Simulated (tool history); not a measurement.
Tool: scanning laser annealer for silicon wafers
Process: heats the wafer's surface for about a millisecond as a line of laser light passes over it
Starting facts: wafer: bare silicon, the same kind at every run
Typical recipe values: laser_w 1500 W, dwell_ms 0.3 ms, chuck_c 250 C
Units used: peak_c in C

| run | day | laser_w | dwell_ms | chuck_c | peak_c |
|---|---|---|---|---|---|
| 1 | 0 | 1500 | 0.3 | 250 | 1006 |
| 2 | 0.371 | 1500 | 0.3 | 250 | 1004 |
| 3 | 0.871 | 1500 | 0.3 | 250 | 1007 |
| 4 | 1.317 | 1500 | 0.3 | 250 | 1004 |
| 5 | 1.575 | 1500 | 0.3 | 250 | 1001 |
| 6 | 2.112 | 1500 | 0.3 | 250 | 1002 |
| 7 | 2.525 | 1500 | 0.3 | 250 | 1004 |
| 8 | 2.771 | 1555 | 0.3 | 250 | 1033 |

For run 9, what comes out?
| 9 | 3.183 | 1301 | 0.379 | 221 | ? |

peak_c: 935 C
Minus the tool's unlogged condition, the same run would have read peak_c 963 C.
